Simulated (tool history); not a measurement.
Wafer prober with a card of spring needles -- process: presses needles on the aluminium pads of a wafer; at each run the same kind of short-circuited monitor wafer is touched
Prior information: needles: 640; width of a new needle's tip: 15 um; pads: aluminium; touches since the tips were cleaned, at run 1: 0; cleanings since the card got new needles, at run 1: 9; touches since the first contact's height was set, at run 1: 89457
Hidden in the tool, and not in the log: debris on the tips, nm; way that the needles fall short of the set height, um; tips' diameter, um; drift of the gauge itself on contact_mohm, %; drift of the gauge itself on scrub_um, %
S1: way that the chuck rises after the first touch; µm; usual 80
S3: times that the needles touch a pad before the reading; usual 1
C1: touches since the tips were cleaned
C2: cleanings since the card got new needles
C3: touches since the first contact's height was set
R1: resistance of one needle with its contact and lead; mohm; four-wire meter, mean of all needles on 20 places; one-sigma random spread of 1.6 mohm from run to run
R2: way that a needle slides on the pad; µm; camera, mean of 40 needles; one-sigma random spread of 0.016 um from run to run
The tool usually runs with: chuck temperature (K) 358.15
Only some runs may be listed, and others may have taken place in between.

run 1 hour=0 | S1=80 chuck_temperature_(K)=358.15 S3=1 | C1=0 C2=9 C3=89457 | R1=146 R2=12.32
run 2 hour=9.5 | S1=80 chuck_temperature_(K)=358.15 S3=1 | C1=2167 C2=9 C3=91624 | R1=147 R2=12.3
run 3 hour=14.9 | S1=80 chuck_temperature_(K)=317.15 S3=1 | C1=3398 C2=9 C3=92855 | R1=142 R2=12.32
run 4 hour=23.8 | S1=80 chuck_temperature_(K)=317.15 S3=1 | C1=5436 C2=9 C3=94893 | R1=141 R2=12.31
run 5 hour=27.9 | S1=80 chuck_temperature_(K)=317.15 S3=1 | C1=6373 C2=9 C3=95830 | R1=141 R2=12.31
run 6 hour=33.7 | S1=80 chuck_temperature_(K)=317.15 S3=1 | C1=7681 C2=9 C3=97138 | R1=141 R2=12.33
-- hour=39.2 tips cleaned on abrasive film
run 7 hour=40.8 | S1=80 chuck_temperature_(K)=317.15 S3=1 | C1=355 C2=10 C3=98742 | R1=141 R2=12.34
run 8 hour=47.2 | S1=80 chuck_temperature_(K)=358.15 S3=3 | C1=1812 C2=10 C3=100199 | R1=150 R2=12.31
run 9 hour=55.2 | S1=80 chuck_temperature_(K)=358.15 S3=1 | C1=3646 C2=10 C3=102033 | R1=148 R2=12.33
run 10 hour=64.8 | S1=80 chuck_temperature_(K)=358.15 S3=1 | C1=5838 C2=10 C3=104225 | R1=149 R2=12.32
run 11 hour=71.5 | S1=80 chuck_temperature_(K)=358.15 S3=1 | C1=7358 C2=10 C3=105745 | R1=150 R2=12.34
-- hour=78.1 tips cleaned on abrasive film
run 12 hour=79.2 | S1=80 chuck_temperature_(K)=358.15 S3=1 | C1=244 C2=11 C3=107468 | R1=149 R2=12.34
run 13 hour=87.6 | S1=80 chuck_temperature_(K)=358.15 S3=1 | C1=2180 C2=11 C3=109404 | R1=149 R2=12.31
run 14 hour=97.1 | S1=80 chuck_temperature_(K)=381.15 S3=1 | C1=4331 C2=11 C3=111555 | R1=150 R2=12.34
run 15 hour=103.3 | S1=69 chuck_temperature_(K)=358.15 S3=1 | C1=5762 C2=11 C3=112986 | R1=149 R2=10.63
run 16 hour=112 | S1=80 chuck_temperature_(K)=358.15 S3=1 | C1=7738 C2=11 C3=114962 | R1=150 R2=12.3
-- hour=117.4 tips cleaned on abrasive film
-- hour=117.7 height of the first contact set anew
run 17 hour=122 | S1=80 chuck_temperature_(K)=358.15 S3=1 | C1=974 C2=12 C3=974 | R1=147 R2=12.32
run 18 hour=128.8 | S1=69 chuck_temperature_(K)=318.15 S3=1 | C1=2529 C2=12 C3=2529 | R1=142 R2=10.61
run 19 hour=133.7 | S1=72 chuck_temperature_(K)=306.15 S3=2 | C1=3643 C2=12 C3=3643 | R1=140 R2=11.12
run 20 hour=138.8 | S1=94 chuck_temperature_(K)=318.15 S3=2 | C1=4824 C2=12 C3=4824 | R1=139 R2=14.48
run 21 hour=147.3 | S1=65 chuck_temperature_(K)=358.15 S3=3 | C1=6752 C2=12 C3=6752 | R1=152 R2=10.01
run 22 hour=153.4 | S1=65 chuck_temperature_(K)=371.15 S3=3 | C1=8148 C2=12 C3=8148 | R1=151 R2=10.03
-- hour=157 tips cleaned on abrasive film
run 23 hour=157.8 | S1=99 chuck_temperature_(K)=371.15 S3=3 | C1=180 C2=13 C3=9116 | R1=149 R2=15.24
run 24 hour=165.6 | S1=80 chuck_temperature_(K)=358.15 S3=2 | C1=1964 C2=13 C3=10900 | R1=150 R2=12.33
run 25 hour=174.6 | S1=80 chuck_temperature_(K)=358.15 S3=2 | C1=4017 C2=13 C3=12953 | R1=148 R2=12.33
run 26 hour=180.5 | S1=77 chuck_temperature_(K)=323.15 S3=1 | C1=5374 C2=13 C3=14310 | R1=145 R2=11.85
run 27 hour=187.2 | S1=71 chuck_temperature_(K)=315.15 S3=1 | C1=6898 C2=13 C3=15834 | R1=143 R2=10.93
run 28 hour=192.3 | S1=100 chuck_temperature_(K)=342.15 S3=2 | C1=8064 C2=13 C3=17000 | R1=143 R2=15.37
-- hour=196.3 tips cleaned on abrasive film
run 29 hour=198.4 | S1=71 chuck_temperature_(K)=348.15 S3=2 | C1=490 C2=14 C3=18364 | R1=148 R2=10.92
run 30 hour=204.4 | S1=76 chuck_temperature_(K)=326.15 S3=2 | C1=1866 C2=14 C3=19740 | R1=145 R2=11.72
run 31 hour=212.8 | S1=76 chuck_temperature_(K)=304.15 S3=1 | C1=3776 C2=14 C3=21650 | R1=141 R2=11.71
run 32 hour=222.3 | S1=78 chuck_temperature_(K)=299.15 S3=1 | C1=5935 C2=14 C3=23809 | R1=140 R2=12.03
run 33 hour=227.8 | S1=98 chuck_temperature_(K)=350.15 S3=2 | C1=7194 C2=14 C3=25068 | R1=148 R2=15.1
run 34 hour=232.4 | S1=61 chuck_temperature_(K)=366.15 S3=1 | C1=8254 C2=14 C3=26128 | R1=151 R2=9.41

Below are 4 alternative next runs, each starting from the tool's condition after run 34. Predict each:
-- hour=235.2 tips cleaned on abrasive film
run A hour=237.4 | S1=73 chuck_temperature_(K)=358.15 S3=1 | C1=505 C2=15 C3=27242 | R1=? R2=?
-- hour=235.2 tips cleaned on abrasive film
run B hour=237.4 | S1=80 chuck_temperature_(K)=351.15 S3=1 | C1=505 C2=15 C3=27242 | R1=? R2=?
-- hour=235.2 tips cleaned on abrasive film
run C hour=237.4 | S1=68 chuck_temperature_(K)=366.15 S3=1 | C1=505 C2=15 C3=27242 | R1=? R2=?
-- hour=235.2 tips cleaned on abrasive film
run D hour=237.4 | S1=61 chuck_temperature_(K)=366.15 S3=2 | C1=505 C2=15 C3=27242 | R1=? R2=?

run=A R1=150 R2=11.23
run=B R1=144 R2=12.33
run=C R1=149 R2=10.48
run=D R1=151 R2=9.38
What these runs would have given with no unlogged condition in the tool:
run=A R1=150 R2=11.23
run=B R1=144 R2=12.33
run=C R1=149 R2=10.48
run=D R1=151 R2=9.38
